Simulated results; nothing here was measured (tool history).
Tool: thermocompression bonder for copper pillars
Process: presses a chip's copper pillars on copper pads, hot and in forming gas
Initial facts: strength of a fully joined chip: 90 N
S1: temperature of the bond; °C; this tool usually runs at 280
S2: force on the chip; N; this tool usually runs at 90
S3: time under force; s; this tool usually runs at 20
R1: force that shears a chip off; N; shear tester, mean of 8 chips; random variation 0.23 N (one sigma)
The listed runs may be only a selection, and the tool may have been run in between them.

Run 1, hour 0: usual settings. Result: R1 44.6 N.
Run 2, hour 66.3: usual settings. Result: R1 44.3 N.
Run 3, hour 110.7: usual settings. Result: R1 44 N.
Run 4, hour 194.6: usual settings. Result: R1 44 N.
At hour 214.4: forming gas filter changed.
Run 5, hour 245.1: usual settings. Result: R1 46.9 N.
Run 6, hour 328.1: usual settings. Result: R1 46.5 N.
Run 7, hour 390.4: usual settings but S1 261 °C. Result: R1 36.4 N.
Run 8, hour 480.2: usual settings but S1 261 °C. Result: R1 36.6 N.
Run 9, hour 523.9: usual settings. Result: R1 46.1 N.
Run 10, hour 597.9: usual settings but S3 14 s. Result: R1 40.6 N.
Run 11, hour 638.3: usual settings but S1 260 °C, S2 86 N, S3 38 s. Result: R1 42.7 N.
Run 12, hour 687.3: usual settings but S1 279 °C, S3 17 s. Result: R1 42.8 N.
Run 13, hour 749.3: usual settings but S1 256 °C, S2 62 N, S3 39 s. Result: R1 27.8 N.
Run 14, hour 838.6: usual settings but S1 256 °C, S2 62 N, S3 39 s. Result: R1 27.6 N.
Run 15, hour 902.9: usual settings but S1 256 °C, S2 62 N, S3 39 s. Result: R1 27.6 N.
Run 16, hour 972.4: usual settings but S1 256 °C, S2 86 N, S3 49 s. Result: R1 43.1 N.
Run 17, hour 1057.3: usual settings but S1 262 °C, S2 56 N, S3 27 s. Result: R1 22.9 N.
Run 18, hour 1119.2: usual settings but S1 263 °C, S2 88 N, S3 32 s. Result: R1 41.5 N.

Forecast each of these 3 alternatives for the next run:
Run A, hour 1183.8: usual settings but S3 55 s. Result: R1 ?.
Run B, hour 1183.8: usual settings but S1 307 °C, S2 87 N, S3 32 s. Result: R1 ?.
Run C, hour 1183.8: usual settings but S1 267 °C, S3 12 s. Result: R1 ?.

run    R1
  A  59.9
  B  63.7
  C  31.2
The same runs, with their run-to-run variation unchanged, on a tool lacking any hidden condition would have given:
run    R1
  A    62
  B  65.9
  C  31.8
